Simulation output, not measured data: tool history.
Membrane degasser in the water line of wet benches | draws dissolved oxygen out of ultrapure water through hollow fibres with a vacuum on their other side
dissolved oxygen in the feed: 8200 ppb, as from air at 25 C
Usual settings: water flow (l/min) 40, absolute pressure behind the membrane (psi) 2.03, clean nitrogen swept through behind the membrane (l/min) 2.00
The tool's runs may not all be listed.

| run | hour | water flow (l/min) | absolute pressure behind the membrane (psi) | clean nitrogen swept through behind the membrane (l/min) | dissolved oxygen in the water behind the degasser (ppb) | pressure that the water loses in the fibres (psi) |
|---|---|---|---|---|---|---|
| 1 | 0.0 | 40 | 2.03 | 2.00 | 755.9 | 4.859 |
| 2 | 176.3 | 40 | 2.03 | 2.00 | 749.7 | 4.831 |
| 3 | 291.7 | 40 | 2.03 | 0.96 | 1076.7 | 4.878 |
|  | 319.9 | vacuum gauge calibrated |
| 4 | 472.4 | 40 | 2.03 | 2.00 | 722.8 | 4.888 |
| 5 | 660.0 | 40 | 2.03 | 2.00 | 740.3 | 4.934 |
| 6 | 854.7 | 40 | 2.03 | 2.00 | 733.7 | 4.905 |
| 7 | 1058.4 | 40 | 2.03 | 0.96 | 1080.4 | 4.869 |
| 8 | 1183.1 | 40 | 1.46 | 2.00 | 600.7 | 4.901 |
| 9 | 1341.7 | 40 | 1.46 | 2.00 | 587.2 | 4.859 |
| 10 | 1460.5 | 40 | 2.03 | 2.00 | 743.3 | 4.885 |
| 11 | 1597.8 | 40 | 2.03 | 2.00 | 743.5 | 4.850 |
| 12 | 1806.8 | 40 | 2.47 | 2.00 | 850.4 | 4.854 |
| 13 | 1897.6 | 40 | 2.47 | 2.00 | 854.1 | 4.876 |
| 14 | 2103.7 | 29 | 2.58 | 2.00 | 627.6 | 3.542 |
| 15 | 2236.8 | 29 | 2.58 | 2.00 | 630.6 | 3.587 |
| 16 | 2449.8 | 60 | 2.96 | 1.14 | 1896.2 | 7.346 |
| 17 | 2546.7 | 40 | 3.47 | 4.59 | 694.5 | 4.908 |
| 18 | 2635.5 | 40 | 3.47 | 4.59 | 707.9 | 4.927 |
| 19 | 2747.0 | 30 | 3.22 | 1.25 | 1059.0 | 3.685 |
| 20 | 2834.5 | 28 | 2.03 | 2.88 | 407.0 | 3.461 |
| 21 | 2938.8 | 40 | 2.76 | 2.00 | 944.1 | 4.981 |
| 22 | 3076.6 | 40 | 2.76 | 2.00 | 941.1 | 4.920 |
| 23 | 3276.4 | 40 | 1.49 | 3.66 | 501.0 | 4.943 |
| 24 | 3447.6 | 42 | 2.81 | 1.00 | 1459.7 | 5.172 |
| 25 | 3548.8 | 43 | 2.03 | 1.42 | 940.6 | 5.324 |

Forecast each of these 5 alternatives for the next run:
| A | 3708.4 | 62 | 2.80 | 1.47 | ? | ? |
| B | 3708.4 | 43 | 2.03 | 5.56 | ? | ? |
| C | 3708.4 | 42 | 2.61 | 5.94 | ? | ? |
| D | 3708.4 | 43 | 2.03 | 5.48 | ? | ? |
| E | 3708.4 | 49 | 1.54 | 3.18 | ? | ? |

| run | dissolved oxygen in the water behind the degasser (ppb) | pressure that the water loses in the fibres (psi) |
|---|---|---|
| A | 1624.7 | 7.636 |
| B | 544.1 | 5.356 |
| C | 576.8 | 5.205 |
| D | 554.3 | 5.305 |
| E | 679.1 | 6.022 |
Without the tool's hidden state the same runs would have given:
| run | dissolved oxygen in the water behind the degasser (ppb) | pressure that the water loses in the fibres (psi) |
|---|---|---|
| A | 1557.9 | 7.256 |
| B | 488.9 | 5.092 |
| C | 523.6 | 4.947 |
| D | 498.3 | 5.040 |
| E | 614.6 | 5.722 |
